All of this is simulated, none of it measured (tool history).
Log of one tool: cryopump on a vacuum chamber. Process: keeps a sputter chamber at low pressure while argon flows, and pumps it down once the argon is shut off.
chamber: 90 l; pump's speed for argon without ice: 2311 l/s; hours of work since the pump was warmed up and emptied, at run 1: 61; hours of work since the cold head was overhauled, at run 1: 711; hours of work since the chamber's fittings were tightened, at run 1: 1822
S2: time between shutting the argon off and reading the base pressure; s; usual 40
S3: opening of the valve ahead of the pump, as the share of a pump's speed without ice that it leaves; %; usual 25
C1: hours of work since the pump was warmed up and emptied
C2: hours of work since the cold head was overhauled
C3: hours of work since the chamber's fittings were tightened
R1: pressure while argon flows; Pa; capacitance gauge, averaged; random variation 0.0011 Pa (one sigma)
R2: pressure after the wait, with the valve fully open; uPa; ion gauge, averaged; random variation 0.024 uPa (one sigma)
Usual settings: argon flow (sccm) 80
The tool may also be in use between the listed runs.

{"run": 1, "hour": 0.0, "argon flow (sccm)": 80, "S2": 40, "S3": 25, "C1": 61, "C2": 711, "C3": 1822, "R1": 0.2362, "R2": 1.65}
{"run": 2, "hour": 45.3, "argon flow (sccm)": 80, "S2": 40, "S3": 25, "C1": 89, "C2": 739, "C3": 1850, "R1": 0.2375, "R2": 1.72}
{"run": 3, "hour": 90.1, "argon flow (sccm)": 80, "S2": 40, "S3": 16, "C1": 117, "C2": 767, "C3": 1878, "R1": 0.3718, "R2": 1.77}
{"run": 4, "hour": 160.7, "argon flow (sccm)": 52, "S2": 40, "S3": 25, "C1": 161, "C2": 811, "C3": 1922, "R1": 0.155, "R2": 1.7}
{"run": 5, "hour": 219.9, "argon flow (sccm)": 52, "S2": 40, "S3": 25, "C1": 198, "C2": 848, "C3": 1959, "R1": 0.1569, "R2": 1.77}
{"run": 6, "hour": 271.7, "argon flow (sccm)": 80, "S2": 40, "S3": 25, "C1": 230, "C2": 880, "C3": 1991, "R1": 0.2424, "R2": 1.85}
{"run": 7, "hour": 325.6, "argon flow (sccm)": 45, "S2": 40, "S3": 25, "C1": 263, "C2": 913, "C3": 2024, "R1": 0.1381, "R2": 1.89}
{"run": 8, "hour": 399.6, "argon flow (sccm)": 45, "S2": 40, "S3": 25, "C1": 309, "C2": 959, "C3": 2070, "R1": 0.1392, "R2": 1.92}
{"run": 9, "hour": 429.9, "argon flow (sccm)": 45, "S2": 40, "S3": 50, "C1": 328, "C2": 978, "C3": 2089, "R1": 0.0742, "R2": 1.95}
{"run": 10, "hour": 463.3, "argon flow (sccm)": 45, "S2": 40, "S3": 50, "C1": 349, "C2": 999, "C3": 2110, "R1": 0.0747, "R2": 2.0}
{"run": 11, "hour": 534.2, "argon flow (sccm)": 45, "S2": 40, "S3": 50, "C1": 393, "C2": 1043, "C3": 2154, "R1": 0.0763, "R2": 2.05}
{"run": 12, "hour": 587.6, "argon flow (sccm)": 45, "S2": 40, "S3": 50, "C1": 426, "C2": 1076, "C3": 2187, "R1": 0.0769, "R2": 2.08}
{"run": 13, "hour": 636.2, "argon flow (sccm)": 80, "S2": 40, "S3": 25, "C1": 456, "C2": 1106, "C3": 2217, "R1": 0.2566, "R2": 2.24}
{"run": 14, "hour": 707.3, "argon flow (sccm)": 80, "S2": 40, "S3": 25, "C1": 501, "C2": 1151, "C3": 2262, "R1": 0.2587, "R2": 2.19}
{"run": 15, "hour": 754.2, "argon flow (sccm)": 80, "S2": 40, "S3": 57, "C1": 530, "C2": 1180, "C3": 2291, "R1": 0.1297, "R2": 2.27}
{"run": 16, "hour": 811.2, "argon flow (sccm)": 80, "S2": 72, "S3": 25, "C1": 565, "C2": 1215, "C3": 2326, "R1": 0.2638, "R2": 1.97}
{"run": 17, "hour": 849.6, "argon flow (sccm)": 80, "S2": 72, "S3": 25, "C1": 589, "C2": 1239, "C3": 2350, "R1": 0.2656, "R2": 1.96}
{"hour": 896.2, "done": "pump warmed up, emptied and cooled again"}
{"run": 18, "hour": 898.6, "argon flow (sccm)": 80, "S2": 21, "S3": 41, "C1": 1, "C2": 1266, "C3": 2377, "R1": 0.143, "R2": 2.54}
{"run": 19, "hour": 938.2, "argon flow (sccm)": 80, "S2": 21, "S3": 41, "C1": 26, "C2": 1291, "C3": 2402, "R1": 0.1446, "R2": 2.54}
{"run": 20, "hour": 985.7, "argon flow (sccm)": 80, "S2": 21, "S3": 41, "C1": 56, "C2": 1320, "C3": 2431, "R1": 0.145, "R2": 2.63}
{"run": 21, "hour": 1021.4, "argon flow (sccm)": 80, "S2": 21, "S3": 41, "C1": 78, "C2": 1343, "C3": 2454, "R1": 0.1464, "R2": 2.58}
{"run": 22, "hour": 1081.6, "argon flow (sccm)": 80, "S2": 21, "S3": 41, "C1": 115, "C2": 1380, "C3": 2491, "R1": 0.1468, "R2": 2.59}
{"run": 23, "hour": 1152.5, "argon flow (sccm)": 80, "S2": 21, "S3": 41, "C1": 159, "C2": 1424, "C3": 2535, "R1": 0.1501, "R2": 2.72}
{"run": 24, "hour": 1205.3, "argon flow (sccm)": 71, "S2": 286, "S3": 42, "C1": 192, "C2": 1457, "C3": 2568, "R1": 0.1306, "R2": 1.45}
{"run": 25, "hour": 1263.9, "argon flow (sccm)": 105, "S2": 205, "S3": 34, "C1": 228, "C2": 1493, "C3": 2604, "R1": 0.2382, "R2": 1.54}
{"run": 26, "hour": 1331.1, "argon flow (sccm)": 71, "S2": 40, "S3": 42, "C1": 270, "C2": 1535, "C3": 2646, "R1": 0.1329, "R2": 2.15}
{"run": 27, "hour": 1393.3, "argon flow (sccm)": 80, "S2": 40, "S3": 26, "C1": 309, "C2": 1574, "C3": 2685, "R1": 0.236, "R2": 2.2}
{"run": 28, "hour": 1452.4, "argon flow (sccm)": 63, "S2": 172, "S3": 30, "C1": 346, "C2": 1610, "C3": 2721, "R1": 0.1661, "R2": 1.7}
{"run": 29, "hour": 1487.8, "argon flow (sccm)": 63, "S2": 172, "S3": 30, "C1": 368, "C2": 1632, "C3": 2743, "R1": 0.1667, "R2": 1.74}
{"run": 30, "hour": 1522.6, "argon flow (sccm)": 83, "S2": 176, "S3": 25, "C1": 389, "C2": 1654, "C3": 2765, "R1": 0.2606, "R2": 1.78}
{"run": 31, "hour": 1592.2, "argon flow (sccm)": 98, "S2": 40, "S3": 44, "C1": 432, "C2": 1697, "C3": 2808, "R1": 0.1875, "R2": 2.4}
{"run": 32, "hour": 1665.5, "argon flow (sccm)": 98, "S2": 40, "S3": 44, "C1": 478, "C2": 1743, "C3": 2854, "R1": 0.1914, "R2": 2.47}
{"run": 33, "hour": 1712.6, "argon flow (sccm)": 98, "S2": 40, "S3": 44, "C1": 507, "C2": 1772, "C3": 2883, "R1": 0.1923, "R2": 2.61}

Hidden state at the last listed run before each entry between runs and at the first one after, where it differs:
Between runs 17 and 18: pump warmed up, emptied and cooled again (hour 896.2)
  pump's speed, % of a pump's without ice: 66.3 -> 99.5; cold plate's temperature, K: 12.54 -> 12.55; leak into the chamber, uPa l/s: 2445 -> 2470
  measured less the result without the state, R1: +0.0308 -> +0.0010 Pa; R2: +1.44 -> +0.96 uPa
